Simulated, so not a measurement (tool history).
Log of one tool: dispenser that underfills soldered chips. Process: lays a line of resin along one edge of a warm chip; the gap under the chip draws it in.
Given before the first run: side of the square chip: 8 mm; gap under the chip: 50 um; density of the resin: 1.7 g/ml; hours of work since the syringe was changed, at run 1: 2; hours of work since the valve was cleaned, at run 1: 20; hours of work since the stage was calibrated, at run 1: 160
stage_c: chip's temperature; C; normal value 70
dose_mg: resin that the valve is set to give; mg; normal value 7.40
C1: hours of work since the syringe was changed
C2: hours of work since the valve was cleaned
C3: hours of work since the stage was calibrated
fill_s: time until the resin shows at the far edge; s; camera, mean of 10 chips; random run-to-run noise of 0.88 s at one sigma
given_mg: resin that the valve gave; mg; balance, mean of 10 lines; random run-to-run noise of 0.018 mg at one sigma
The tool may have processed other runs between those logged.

{"run": 1, "hour": 0.0, "stage_c": 70, "dose_mg": 7.4, "C1": 2, "C2": 20, "C3": 160, "fill_s": 91.3, "given_mg": 7.36}
{"run": 2, "hour": 10.2, "stage_c": 70, "dose_mg": 7.4, "C1": 10, "C2": 28, "C3": 168, "fill_s": 126.6, "given_mg": 7.3}
{"hour": 13.8, "done": "new syringe of resin"}
{"run": 3, "hour": 16.8, "stage_c": 70, "dose_mg": 7.4, "C1": 2, "C2": 33, "C3": 173, "fill_s": 96.4, "given_mg": 7.29}
{"run": 4, "hour": 25.3, "stage_c": 70, "dose_mg": 7.4, "C1": 9, "C2": 39, "C3": 180, "fill_s": 125.5, "given_mg": 7.23}
{"hour": 29.6, "done": "new syringe of resin"}
{"hour": 30.6, "done": "dispensing valve cleaned and set on the balance"}
{"run": 5, "hour": 35.4, "stage_c": 70, "dose_mg": 7.4, "C1": 4, "C2": 4, "C3": 187, "fill_s": 101.5, "given_mg": 7.35}
{"run": 6, "hour": 45.4, "stage_c": 70, "dose_mg": 7.4, "C1": 12, "C2": 12, "C3": 195, "fill_s": 136.9, "given_mg": 7.34}
{"hour": 46.4, "done": "new syringe of resin"}
{"run": 7, "hour": 50.3, "stage_c": 70, "dose_mg": 7.4, "C1": 3, "C2": 15, "C3": 198, "fill_s": 97.6, "given_mg": 7.34}
{"run": 8, "hour": 55.0, "stage_c": 70, "dose_mg": 8.94, "C1": 7, "C2": 19, "C3": 202, "fill_s": 108.9, "given_mg": 8.86}
{"run": 9, "hour": 60.9, "stage_c": 69, "dose_mg": 7.4, "C1": 11, "C2": 24, "C3": 207, "fill_s": 143.0, "given_mg": 7.32}
{"hour": 62.0, "done": "new syringe of resin"}
{"run": 10, "hour": 72.3, "stage_c": 63, "dose_mg": 7.4, "C1": 8, "C2": 32, "C3": 215, "fill_s": 149.7, "given_mg": 7.27}
{"hour": 77.8, "done": "new syringe of resin"}
{"run": 11, "hour": 81.8, "stage_c": 63, "dose_mg": 7.4, "C1": 3, "C2": 39, "C3": 222, "fill_s": 127.8, "given_mg": 7.23}
{"hour": 86.4, "done": "dispensing valve cleaned and set on the balance"}
{"run": 12, "hour": 91.9, "stage_c": 63, "dose_mg": 7.4, "C1": 10, "C2": 4, "C3": 230, "fill_s": 167.1, "given_mg": 7.38}
{"hour": 94.5, "done": "new syringe of resin"}
{"run": 13, "hour": 99.1, "stage_c": 84, "dose_mg": 7.4, "C1": 4, "C2": 10, "C3": 235, "fill_s": 62.8, "given_mg": 7.34}
{"run": 14, "hour": 107.9, "stage_c": 70, "dose_mg": 6.49, "C1": 11, "C2": 17, "C3": 242, "fill_s": 138.2, "given_mg": 6.41}

Run 15 has not been measured yet. What should we expect?
{"hour": 110.9, "done": "new syringe of resin"}
{"run": 15, "hour": 113.0, "stage_c": 70, "dose_mg": 6.49, "C1": 2, "C2": 20, "C3": 246, "fill_s": "?", "given_mg": "?"}

{"run 15": {"fill_s": 96.8, "given_mg": 6.4}}
On a tool with no hidden condition, and with the same random variation, this run would have come out at fill_s 86.4 s, given_mg 6.48 mg.

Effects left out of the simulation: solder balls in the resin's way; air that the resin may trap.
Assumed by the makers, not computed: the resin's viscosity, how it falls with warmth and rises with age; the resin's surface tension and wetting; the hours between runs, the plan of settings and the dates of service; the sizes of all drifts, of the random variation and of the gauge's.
